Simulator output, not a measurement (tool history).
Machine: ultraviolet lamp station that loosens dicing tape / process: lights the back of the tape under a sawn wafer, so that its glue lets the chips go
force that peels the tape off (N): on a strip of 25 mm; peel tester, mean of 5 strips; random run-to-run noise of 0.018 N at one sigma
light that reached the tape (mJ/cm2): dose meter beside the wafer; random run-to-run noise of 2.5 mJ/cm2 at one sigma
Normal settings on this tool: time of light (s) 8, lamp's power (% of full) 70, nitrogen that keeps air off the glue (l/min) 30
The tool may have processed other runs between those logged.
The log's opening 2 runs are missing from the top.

run	hour	time of light (s)	lamp's power (% of full)	nitrogen that keeps air off the glue (l/min)	hours of work of the lamp	hours of work since the window was cleaned	force that peels the tape off (N)	light that reached the tape (mJ/cm2)
3	24.2	8	62	30	188	340	1.285	224
4	44.0	8	62	30	196	349	1.321	223
5	62.8	8	62	30	205	357	1.309	216
6	71.9	8	70	30	209	361	1.065	246
7	91.0	8	70	15	217	370	1.546	245
# hour 92.9: window cleaned of glue's vapour
8	111.1	8	64	30	226	8	1.100	246
9	121.0	8	64	30	231	13	1.119	245
10	131.1	8	64	30	235	17	1.095	244
11	140.6	8	64	30	239	21	1.140	246
12	153.3	8	64	30	245	27	1.107	241
13	169.9	8	64	30	252	34	1.101	240
14	178.4	8	64	30	256	38	1.103	240
15	198.9	8	64	30	265	47	1.127	241
16	208.2	8	64	30	270	52	1.129	240
17	228.4	5	64	13	279	61	2.483	149

Run 18 comes next. What will it give?
18	247.2	5	64	13	287	69	?	?

Run 18 gave force that peels the tape off (N) 2.528, light that reached the tape (mJ/cm2) 151.
If the tool had no hidden condition, the same run with the same run-to-run variation would have returned force that peels the tape off (N) 2.341, light that reached the tape (mJ/cm2) 168.
